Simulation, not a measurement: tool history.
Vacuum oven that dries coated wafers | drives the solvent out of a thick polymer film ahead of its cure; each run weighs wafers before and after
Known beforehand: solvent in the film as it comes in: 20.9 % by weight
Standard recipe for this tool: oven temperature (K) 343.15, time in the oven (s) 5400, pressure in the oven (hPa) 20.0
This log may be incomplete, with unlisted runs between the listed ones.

run 1 day=0.000 | oven_temperature_(K)=343.15 time_in_the_oven_(s)=5400 pressure_in_the_oven_(hPa)=20.0 | solvent_left_in_the_film_(%)=1.92
run 2 day=1.971 | oven_temperature_(K)=343.15 time_in_the_oven_(s)=5400 pressure_in_the_oven_(hPa)=20.0 | solvent_left_in_the_film_(%)=1.94
run 3 day=3.304 | oven_temperature_(K)=343.15 time_in_the_oven_(s)=5400 pressure_in_the_oven_(hPa)=20.0 | solvent_left_in_the_film_(%)=1.87
run 4 day=4.788 | oven_temperature_(K)=343.15 time_in_the_oven_(s)=5400 pressure_in_the_oven_(hPa)=20.0 | solvent_left_in_the_film_(%)=1.88
run 5 day=7.583 | oven_temperature_(K)=343.15 time_in_the_oven_(s)=5400 pressure_in_the_oven_(hPa)=20.0 | solvent_left_in_the_film_(%)=1.86
run 6 day=9.162 | oven_temperature_(K)=343.15 time_in_the_oven_(s)=5400 pressure_in_the_oven_(hPa)=30.9 | solvent_left_in_the_film_(%)=2.01
run 7 day=12.250 | oven_temperature_(K)=343.15 time_in_the_oven_(s)=5400 pressure_in_the_oven_(hPa)=30.9 | solvent_left_in_the_film_(%)=2.03
run 8 day=15.396 | oven_temperature_(K)=355.15 time_in_the_oven_(s)=5400 pressure_in_the_oven_(hPa)=20.0 | solvent_left_in_the_film_(%)=0.37
run 9 day=17.425 | oven_temperature_(K)=355.15 time_in_the_oven_(s)=5400 pressure_in_the_oven_(hPa)=20.0 | solvent_left_in_the_film_(%)=0.35
run 10 day=19.046 | oven_temperature_(K)=355.15 time_in_the_oven_(s)=5400 pressure_in_the_oven_(hPa)=20.0 | solvent_left_in_the_film_(%)=0.34
run 11 day=21.558 | oven_temperature_(K)=343.15 time_in_the_oven_(s)=5400 pressure_in_the_oven_(hPa)=20.0 | solvent_left_in_the_film_(%)=1.77
run 12 day=24.608 | oven_temperature_(K)=343.15 time_in_the_oven_(s)=5400 pressure_in_the_oven_(hPa)=20.0 | solvent_left_in_the_film_(%)=1.72
run 13 day=25.979 | oven_temperature_(K)=343.15 time_in_the_oven_(s)=5400 pressure_in_the_oven_(hPa)=20.0 | solvent_left_in_the_film_(%)=1.73
run 14 day=28.883 | oven_temperature_(K)=343.15 time_in_the_oven_(s)=5400 pressure_in_the_oven_(hPa)=20.0 | solvent_left_in_the_film_(%)=1.74
run 15 day=31.104 | oven_temperature_(K)=343.15 time_in_the_oven_(s)=5400 pressure_in_the_oven_(hPa)=20.0 | solvent_left_in_the_film_(%)=1.73
-- day=32.071 oven's thermocouples calibrated
run 16 day=32.792 | oven_temperature_(K)=343.15 time_in_the_oven_(s)=5400 pressure_in_the_oven_(hPa)=20.0 | solvent_left_in_the_film_(%)=1.97
-- day=34.850 vacuum gauge cleaned of residue and calibrated
run 17 day=35.438 | oven_temperature_(K)=343.15 time_in_the_oven_(s)=5400 pressure_in_the_oven_(hPa)=20.0 | solvent_left_in_the_film_(%)=1.89
run 18 day=37.321 | oven_temperature_(K)=331.15 time_in_the_oven_(s)=5400 pressure_in_the_oven_(hPa)=20.0 | solvent_left_in_the_film_(%)=5.99
run 19 day=40.117 | oven_temperature_(K)=328.15 time_in_the_oven_(s)=5400 pressure_in_the_oven_(hPa)=20.0 | solvent_left_in_the_film_(%)=7.19
run 20 day=41.538 | oven_temperature_(K)=343.15 time_in_the_oven_(s)=5400 pressure_in_the_oven_(hPa)=79.6 | solvent_left_in_the_film_(%)=2.80
run 21 day=43.446 | oven_temperature_(K)=343.15 time_in_the_oven_(s)=5400 pressure_in_the_oven_(hPa)=79.6 | solvent_left_in_the_film_(%)=2.79
run 22 day=44.838 | oven_temperature_(K)=340.15 time_in_the_oven_(s)=8340 pressure_in_the_oven_(hPa)=43.1 | solvent_left_in_the_film_(%)=1.58
run 23 day=46.458 | oven_temperature_(K)=343.15 time_in_the_oven_(s)=5400 pressure_in_the_oven_(hPa)=14.3 | solvent_left_in_the_film_(%)=1.73
run 24 day=49.183 | oven_temperature_(K)=343.15 time_in_the_oven_(s)=5400 pressure_in_the_oven_(hPa)=14.3 | solvent_left_in_the_film_(%)=1.72
run 25 day=51.579 | oven_temperature_(K)=343.15 time_in_the_oven_(s)=5400 pressure_in_the_oven_(hPa)=10.9 | solvent_left_in_the_film_(%)=1.65
run 26 day=52.921 | oven_temperature_(K)=337.15 time_in_the_oven_(s)=5400 pressure_in_the_oven_(hPa)=51.7 | solvent_left_in_the_film_(%)=4.12
run 27 day=55.512 | oven_temperature_(K)=337.15 time_in_the_oven_(s)=5400 pressure_in_the_oven_(hPa)=51.7 | solvent_left_in_the_film_(%)=4.03
run 28 day=58.138 | oven_temperature_(K)=353.15 time_in_the_oven_(s)=5400 pressure_in_the_oven_(hPa)=27.7 | solvent_left_in_the_film_(%)=0.51
run 29 day=59.962 | oven_temperature_(K)=353.15 time_in_the_oven_(s)=5400 pressure_in_the_oven_(hPa)=27.7 | solvent_left_in_the_film_(%)=0.51
run 30 day=61.838 | oven_temperature_(K)=353.15 time_in_the_oven_(s)=5400 pressure_in_the_oven_(hPa)=27.7 | solvent_left_in_the_film_(%)=0.46

The next listed run, before its measurement:
run 31 day=63.738 | oven_temperature_(K)=355.15 time_in_the_oven_(s)=5400 pressure_in_the_oven_(hPa)=20.0 | solvent_left_in_the_film_(%)=?

Run 31 gave solvent left in the film (%) 0.29.
On a tool with no hidden condition, and with the same random variation, this run would have come out at solvent left in the film (%) 0.33.

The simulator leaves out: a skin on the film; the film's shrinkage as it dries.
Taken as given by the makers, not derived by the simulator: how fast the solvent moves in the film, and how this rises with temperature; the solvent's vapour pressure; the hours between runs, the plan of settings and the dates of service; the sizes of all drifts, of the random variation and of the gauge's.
